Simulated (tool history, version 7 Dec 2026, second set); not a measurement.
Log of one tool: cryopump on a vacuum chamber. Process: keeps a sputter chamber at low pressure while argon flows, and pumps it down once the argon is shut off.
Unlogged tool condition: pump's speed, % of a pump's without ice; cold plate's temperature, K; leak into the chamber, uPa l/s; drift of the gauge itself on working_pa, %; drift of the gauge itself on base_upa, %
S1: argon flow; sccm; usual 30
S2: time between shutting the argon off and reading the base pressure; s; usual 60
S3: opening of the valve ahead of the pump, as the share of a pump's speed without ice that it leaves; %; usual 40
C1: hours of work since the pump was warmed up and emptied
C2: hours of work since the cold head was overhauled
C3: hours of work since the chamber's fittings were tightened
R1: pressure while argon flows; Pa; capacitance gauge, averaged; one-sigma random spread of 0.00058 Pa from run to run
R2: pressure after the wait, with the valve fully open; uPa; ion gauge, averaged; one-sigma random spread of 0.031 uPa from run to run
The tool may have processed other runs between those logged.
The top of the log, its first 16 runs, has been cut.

Run 17, hour 1282.5: usual settings but S2 136 s; C1 485; C2 1242; C3 1494. Result: R1 0.0813 Pa, R2 1.54 uPa.
Run 18, hour 1331.8: usual settings but S1 49 sccm, S2 49 s, S3 33 %; C1 511; C2 1269; C3 1520. Result: R1 0.1599 Pa, R2 2.64 uPa.
Run 19, hour 1383.2: usual settings but S1 15 sccm, S3 37 %; C1 539; C2 1296; C3 1548. Result: R1 0.0448 Pa, R2 2.32 uPa.
Run 20, hour 1492.8: usual settings but S1 16 sccm; C1 598; C2 1355; C3 1607. Result: R1 0.0425 Pa, R2 2.48 uPa.
Run 21, hour 1554.9: usual settings but S2 155 s, S3 19 %; C1 631; C2 1389; C3 1640. Result: R1 0.167 Pa, R2 1.6 uPa.
Run 22, hour 1641.2: usual settings but S1 59 sccm, S2 262 s, S3 24 %; C1 677; C2 1435; C3 1687. Result: R1 0.2627 Pa, R2 1.44 uPa.
Run 23, hour 1690.4: usual settings but S1 59 sccm, S2 262 s, S3 24 %; C1 704; C2 1462; C3 1713. Result: R1 0.2632 Pa, R2 1.48 uPa.
Run 24, hour 1775.1: usual settings but S1 58 sccm, S2 232 s, S3 30 %; C1 749; C2 1507; C3 1759. Result: R1 0.2139 Pa, R2 1.58 uPa.
At hour 1789.6: pump warmed up, emptied and cooled again.
Run 25, hour 1867.6: usual settings but S2 255 s, S3 20 %; C1 42; C2 1554; C3 1806. Result: R1 0.1506 Pa, R2 1.3 uPa.
Run 26, hour 1949.3: usual settings but S2 255 s, S3 20 %; C1 86; C2 1598; C3 1850. Result: R1 0.1532 Pa, R2 1.26 uPa.
Run 27, hour 2020.1: usual settings but S2 97 s, S3 60 %; C1 124; C2 1636; C3 1888. Result: R1 0.051 Pa, R2 1.85 uPa.
Run 28, hour 2101: usual settings but S1 15 sccm, S2 217 s, S3 24 %; C1 167; C2 1680; C3 1931. Result: R1 0.0636 Pa, R2 1.44 uPa.
Run 29, hour 2203: usual settings but S2 92 s, S3 37 %; C1 222; C2 1734; C3 1986. Result: R1 0.0843 Pa, R2 1.98 uPa.
Run 30, hour 2261.2: usual settings but S2 79 s, S3 33 %; C1 253; C2 1766; C3 2017. Result: R1 0.0928 Pa, R2 2.11 uPa.
Run 31, hour 2351.6: usual settings but S2 79 s, S3 33 %; C1 302; C2 1814; C3 2066. Result: R1 0.0944 Pa, R2 2.17 uPa.
Run 32, hour 2410.1: usual settings but S1 28 sccm, S2 39 s, S3 20 %; C1 333; C2 1846; C3 2097. Result: R1 0.1449 Pa, R2 3.37 uPa.
Run 33, hour 2467.8: usual settings but S2 162 s, S3 21 %; C1 365; C2 1877; C3 2128. Result: R1 0.1476 Pa, R2 1.72 uPa.
Run 34, hour 2543.4: usual settings but S2 26 s, S3 18 %; C1 405; C2 1917; C3 2169. Result: R1 0.1723 Pa, R2 4.53 uPa.

Below are 3 alternative next runs, each starting from the tool's condition after run 34. Predict each:
Run A, hour 2617.4: usual settings but S2 62 s, S3 18 %; C1 445; C2 1957; C3 2209. Result: R1 ?, R2 ?.
Run B, hour 2617.4: usual settings but S1 23 sccm, S2 81 s, S3 36 %; C1 445; C2 1957; C3 2209. Result: R1 ?, R2 ?.
Run C, hour 2617.4: usual settings but S1 36 sccm, S2 51 s, S3 22 %; C1 445; C2 1957; C3 2209. Result: R1 ?, R2 ?.

run      R1    R2
  A  0.1717  2.63
  B  0.0686   2.3
  C  0.1707  2.95
Had the tool no hidden state, the same runs would have come out as:
run      R1    R2
  A  0.1664  1.52
  B  0.0646  1.18
  C  0.1643  1.81

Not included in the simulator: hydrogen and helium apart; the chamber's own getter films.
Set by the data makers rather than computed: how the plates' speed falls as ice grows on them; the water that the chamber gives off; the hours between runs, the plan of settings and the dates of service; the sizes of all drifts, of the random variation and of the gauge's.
